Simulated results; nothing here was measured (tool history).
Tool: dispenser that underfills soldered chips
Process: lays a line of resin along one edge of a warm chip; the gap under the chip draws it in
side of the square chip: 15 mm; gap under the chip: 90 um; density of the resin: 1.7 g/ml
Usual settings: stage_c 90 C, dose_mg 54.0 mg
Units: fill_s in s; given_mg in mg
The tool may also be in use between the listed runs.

run,day,stage_c,dose_mg,fill_s,given_mg
1,0.000,90,54.0,175.7,52.45
# day 0.042: new syringe of resin
2,0.279,90,54.0,163.1,52.27
# day 0.392: dispensing valve cleaned and set on the balance
# day 0.442: new syringe of resin
# day 0.812: new syringe of resin
3,0.812,90,54.0,125.7,54.21
# day 1.175: new syringe of resin
4,1.188,90,54.0,126.5,53.85
5,1.450,90,54.0,171.4,53.56
# day 1.554: new syringe of resin
6,1.792,90,54.0,161.6,53.23
# day 1.912: new syringe of resin
# day 2.279: new syringe of resin
7,2.288,82,54.0,183.1,53.41
8,2.521,103,55.6,94.1,54.88
# day 2.633: new syringe of resin
9,2.854,103,55.6,91.4,54.65
# day 3.000: new syringe of resin
10,3.246,90,51.5,161.7,50.80
# day 3.358: new syringe of resin
11,3.662,86,54.8,207.9,53.49
# day 3.754: new syringe of resin
12,4.000,99,54.8,108.7,53.41
# day 4.125: new syringe of resin
13,4.258,97,59.7,104.1,58.30

4 ways to go on from here, each from the tool as it stands after run 13. What would each give?
# day 4.483: new syringe of resin
A,4.500,96,58.5,?,?
# day 4.483: new syringe of resin
B,4.500,103,59.7,?,?
# day 4.483: new syringe of resin
C,4.500,92,46.2,?,?
# day 4.483: new syringe of resin
D,4.500,101,54.0,?,?

run,fill_s,given_mg
A,98.7,57.25
B,74.8,57.93
C,122.0,44.77
D,83.0,52.93
Without the tool's hidden state the same runs would have given:
run,fill_s,given_mg
A,100.7,58.95
B,76.3,59.65
C,124.0,46.10
D,84.6,54.50
